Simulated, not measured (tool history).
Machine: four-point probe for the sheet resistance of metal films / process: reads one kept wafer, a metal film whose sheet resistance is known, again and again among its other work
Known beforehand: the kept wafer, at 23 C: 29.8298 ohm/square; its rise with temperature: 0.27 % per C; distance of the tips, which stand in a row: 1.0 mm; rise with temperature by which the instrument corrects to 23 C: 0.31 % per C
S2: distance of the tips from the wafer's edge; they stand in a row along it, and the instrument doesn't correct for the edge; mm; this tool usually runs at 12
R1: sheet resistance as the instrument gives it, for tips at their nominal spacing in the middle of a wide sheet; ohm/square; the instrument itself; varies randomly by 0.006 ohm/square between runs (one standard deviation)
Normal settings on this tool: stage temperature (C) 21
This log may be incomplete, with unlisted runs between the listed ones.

{"run": 1, "day": 0.0, "stage temperature (C)": 21, "S2": 12, "R1": 29.921917}
{"run": 2, "day": 4.117, "stage temperature (C)": 21, "S2": 12, "R1": 29.916505}
{"run": 3, "day": 7.85, "stage temperature (C)": 21, "S2": 12, "R1": 29.906889}
{"day": 10.217, "done": "new probe head fitted"}
{"run": 4, "day": 10.708, "stage temperature (C)": 21, "S2": 12, "R1": 30.185269}
{"run": 5, "day": 15.946, "stage temperature (C)": 21, "S2": 12, "R1": 30.164896}
{"run": 6, "day": 21.112, "stage temperature (C)": 21, "S2": 12, "R1": 30.168428}
{"run": 7, "day": 24.446, "stage temperature (C)": 28, "S2": 12, "R1": 30.066883}
{"run": 8, "day": 27.046, "stage temperature (C)": 28, "S2": 12, "R1": 30.077044}
{"run": 9, "day": 29.954, "stage temperature (C)": 21, "S2": 67, "R1": 30.052617}
{"run": 10, "day": 32.617, "stage temperature (C)": 21, "S2": 67, "R1": 30.05794}
{"run": 11, "day": 36.354, "stage temperature (C)": 21, "S2": 67, "R1": 30.050153}
{"run": 12, "day": 40.679, "stage temperature (C)": 21, "S2": 67, "R1": 30.037467}
{"run": 13, "day": 44.979, "stage temperature (C)": 21, "S2": 12, "R1": 30.145254}
{"run": 14, "day": 49.558, "stage temperature (C)": 21, "S2": 12, "R1": 30.148273}
{"run": 15, "day": 52.242, "stage temperature (C)": 21, "S2": 12, "R1": 30.155907}
{"run": 16, "day": 56.9, "stage temperature (C)": 21, "S2": 12, "R1": 30.131887}
{"day": 57.4, "done": "stage's thermometer calibrated"}
{"run": 17, "day": 60.533, "stage temperature (C)": 21, "S2": 12, "R1": 30.095277}
{"run": 18, "day": 63.721, "stage temperature (C)": 21, "S2": 12, "R1": 30.09983}
{"run": 19, "day": 66.008, "stage temperature (C)": 21, "S2": 12, "R1": 30.107192}
{"run": 20, "day": 69.317, "stage temperature (C)": 21, "S2": 12, "R1": 30.098143}
{"run": 21, "day": 71.838, "stage temperature (C)": 27, "S2": 12, "R1": 30.01611}
{"run": 22, "day": 76.129, "stage temperature (C)": 21, "S2": 12, "R1": 30.09037}
{"run": 23, "day": 80.433, "stage temperature (C)": 21, "S2": 12, "R1": 30.090585}
{"run": 24, "day": 85.583, "stage temperature (C)": 24, "S2": 11, "R1": 30.063596}
{"run": 25, "day": 90.171, "stage temperature (C)": 24, "S2": 11, "R1": 30.047345}
{"run": 26, "day": 95.138, "stage temperature (C)": 18, "S2": 6, "R1": 30.445549}
{"run": 27, "day": 99.304, "stage temperature (C)": 18, "S2": 6, "R1": 30.445218}
{"run": 28, "day": 104.558, "stage temperature (C)": 18, "S2": 6, "R1": 30.445941}
{"run": 29, "day": 109.825, "stage temperature (C)": 18, "S2": 6, "R1": 30.435101}
{"run": 30, "day": 113.008, "stage temperature (C)": 21, "S2": 9, "R1": 30.145453}
{"run": 31, "day": 116.404, "stage temperature (C)": 24, "S2": 6, "R1": 30.343035}
{"run": 32, "day": 121.646, "stage temperature (C)": 24, "S2": 6, "R1": 30.341429}
{"run": 33, "day": 126.088, "stage temperature (C)": 24, "S2": 6, "R1": 30.33566}
{"run": 34, "day": 128.483, "stage temperature (C)": 24, "S2": 34, "R1": 29.917682}
{"run": 35, "day": 132.95, "stage temperature (C)": 24, "S2": 34, "R1": 29.910461}
{"run": 36, "day": 135.783, "stage temperature (C)": 18, "S2": 24, "R1": 30.004243}
{"run": 37, "day": 138.521, "stage temperature (C)": 33, "S2": 10, "R1": 29.923282}
{"run": 38, "day": 142.067, "stage temperature (C)": 20, "S2": 6, "R1": 30.37713}
{"run": 39, "day": 145.329, "stage temperature (C)": 20, "S2": 6, "R1": 30.375219}
{"day": 148.112, "done": "new probe head fitted"}
{"run": 40, "day": 150.462, "stage temperature (C)": 26, "S2": 51, "R1": 29.99428}
{"run": 41, "day": 155.271, "stage temperature (C)": 20, "S2": 20, "R1": 30.093289}
{"run": 42, "day": 159.221, "stage temperature (C)": 31, "S2": 4, "R1": 30.892247}
{"run": 43, "day": 163.221, "stage temperature (C)": 19, "S2": 54, "R1": 30.072353}
{"run": 44, "day": 167.446, "stage temperature (C)": 28, "S2": 27, "R1": 29.967123}
{"run": 45, "day": 171.621, "stage temperature (C)": 33, "S2": 27, "R1": 29.90317}
{"run": 46, "day": 174.229, "stage temperature (C)": 21, "S2": 8, "R1": 30.285802}

3 ways to go on from here, each from the tool as it stands after run 46. What would each give?
{"run": "A", "day": 179.108, "stage temperature (C)": 31, "S2": 67, "R1": "?"}
{"run": "B", "day": 179.108, "stage temperature (C)": 20, "S2": 8, "R1": "?"}
{"run": "C", "day": 179.108, "stage temperature (C)": 22, "S2": 12, "R1": "?"}

run=A R1=29.894466
run=B R1=30.287674
run=C R1=30.125079
What these runs would have given with no unlogged condition in the tool:
run=A R1=29.724621
run=B R1=30.115080
run=C R1=29.953472
